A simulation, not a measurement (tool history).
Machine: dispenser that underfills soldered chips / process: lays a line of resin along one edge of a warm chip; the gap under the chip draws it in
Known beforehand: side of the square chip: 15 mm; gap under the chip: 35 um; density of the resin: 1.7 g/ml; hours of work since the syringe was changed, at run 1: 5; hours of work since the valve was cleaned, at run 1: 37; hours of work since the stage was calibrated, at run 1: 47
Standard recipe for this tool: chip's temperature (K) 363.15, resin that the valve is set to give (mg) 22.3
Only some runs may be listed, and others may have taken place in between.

| run | hour | chip's temperature (K) | resin that the valve is set to give (mg) | hours of work since the syringe was changed | hours of work since the valve was cleaned | hours of work since the stage was calibrated | time until the resin shows at the far edge (s) | resin that the valve gave (mg) |
|---|---|---|---|---|---|---|---|---|
| 1 | 0.0 | 363.15 | 22.3 | 5 | 37 | 47 | 285.4 | 21.77 |
| 2 | 5.3 | 363.15 | 28.7 | 9 | 40 | 51 | 322.6 | 28.17 |
|  | 8.1 | new syringe of resin |
| 3 | 9.4 | 363.15 | 28.7 | 1 | 43 | 53 | 236.1 | 28.03 |
| 4 | 12.6 | 354.15 | 22.3 | 3 | 45 | 55 | 381.7 | 21.93 |
| 5 | 15.3 | 354.15 | 22.3 | 5 | 47 | 57 | 415.2 | 21.77 |
| 6 | 20.6 | 354.15 | 22.3 | 8 | 50 | 61 | 473.7 | 21.79 |
|  | 24.1 | new syringe of resin |
| 7 | 24.7 | 354.15 | 22.3 | 0 | 53 | 63 | 340.9 | 21.60 |
| 8 | 27.1 | 363.15 | 20.4 | 2 | 54 | 65 | 255.3 | 19.74 |
| 9 | 31.1 | 363.15 | 20.4 | 5 | 57 | 68 | 283.1 | 19.94 |
| 10 | 35.9 | 370.15 | 22.3 | 8 | 60 | 71 | 241.9 | 21.74 |
|  | 39.9 | new syringe of resin |
| 11 | 41.7 | 370.15 | 22.3 | 1 | 64 | 75 | 183.2 | 21.62 |
| 12 | 44.1 | 370.15 | 22.3 | 3 | 66 | 76 | 194.7 | 21.60 |
| 13 | 47.9 | 363.15 | 22.3 | 5 | 68 | 79 | 287.9 | 21.54 |
| 14 | 50.6 | 363.15 | 22.3 | 7 | 70 | 81 | 311.6 | 21.63 |
| 15 | 54.7 | 363.15 | 21.0 | 10 | 73 | 83 | 351.1 | 20.24 |
|  | 55.7 | new syringe of resin |
| 16 | 58.5 | 363.15 | 21.0 | 2 | 75 | 86 | 252.8 | 20.16 |
| 17 | 61.3 | 377.15 | 22.3 | 4 | 77 | 88 | 153.6 | 21.38 |
| 18 | 64.5 | 377.15 | 22.3 | 6 | 79 | 90 | 171.0 | 21.37 |
| 19 | 67.7 | 377.15 | 22.3 | 8 | 81 | 92 | 185.3 | 21.47 |
|  | 71.6 | new syringe of resin |
| 20 | 71.8 | 377.15 | 22.3 | 0 | 84 | 94 | 130.2 | 21.19 |
| 21 | 76.4 | 363.15 | 24.2 | 3 | 87 | 98 | 263.6 | 23.25 |
| 22 | 81.4 | 363.15 | 24.2 | 7 | 91 | 101 | 303.6 | 23.11 |
| 23 | 84.3 | 363.15 | 24.2 | 9 | 92 | 103 | 329.9 | 23.03 |
|  | 87.7 | new syringe of resin |
| 24 | 90.1 | 363.15 | 24.2 | 2 | 96 | 107 | 243.1 | 22.92 |
| 25 | 94.3 | 363.15 | 25.7 | 4 | 99 | 109 | 272.2 | 24.43 |
| 26 | 98.7 | 359.15 | 20.7 | 7 | 102 | 112 | 374.8 | 19.69 |
|  | 103.5 | new syringe of resin |
| 27 | 104.5 | 359.15 | 20.7 | 1 | 106 | 116 | 290.0 | 19.58 |
| 28 | 108.2 | 359.15 | 23.9 | 3 | 108 | 119 | 310.1 | 22.44 |
| 29 | 111.7 | 359.15 | 23.9 | 5 | 111 | 121 | 350.2 | 22.59 |
| 30 | 114.3 | 359.15 | 23.9 | 7 | 112 | 123 | 368.4 | 22.50 |
| 31 | 116.9 | 359.15 | 23.9 | 9 | 114 | 124 | 400.8 | 22.53 |
|  | 119.6 | new syringe of resin |
|  | 121.6 | dispensing valve cleaned and set on the balance |
| 32 | 123.7 | 353.15 | 21.6 | 2 | 1 | 128 | 389.9 | 21.68 |
| 33 | 128.0 | 363.15 | 25.0 | 5 | 4 | 131 | 282.2 | 24.82 |
| 34 | 133.0 | 354.15 | 21.0 | 8 | 8 | 134 | 479.6 | 20.90 |
|  | 136.4 | new syringe of resin |
| 35 | 137.4 | 372.15 | 21.1 | 1 | 11 | 137 | 169.9 | 21.01 |
| 36 | 142.9 | 375.15 | 25.0 | 4 | 14 | 141 | 173.1 | 24.92 |
| 37 | 148.2 | 358.15 | 24.8 | 8 | 18 | 145 | 402.0 | 24.67 |

Predict each of these 3 candidate next runs independently; none follows another, all start after run 37:
|  | 152.6 | new syringe of resin |
| A | 152.7 | 363.15 | 26.7 | 0 | 21 | 147 | ? | ? |
|  | 152.6 | new syringe of resin |
| B | 152.7 | 372.15 | 28.5 | 0 | 21 | 147 | ? | ? |
|  | 152.6 | new syringe of resin |
| C | 152.7 | 358.15 | 21.5 | 0 | 21 | 147 | ? | ? |

| run | time until the resin shows at the far edge (s) | resin that the valve gave (mg) |
|---|---|---|
| A | 228.6 | 26.35 |
| B | 157.4 | 28.15 |
| C | 292.5 | 21.29 |
What these runs would have given with no unlogged condition in the tool:
| run | time until the resin shows at the far edge (s) | resin that the valve gave (mg) |
|---|---|---|
| A | 224.5 | 26.64 |
| B | 154.7 | 28.45 |
| C | 286.7 | 21.52 |
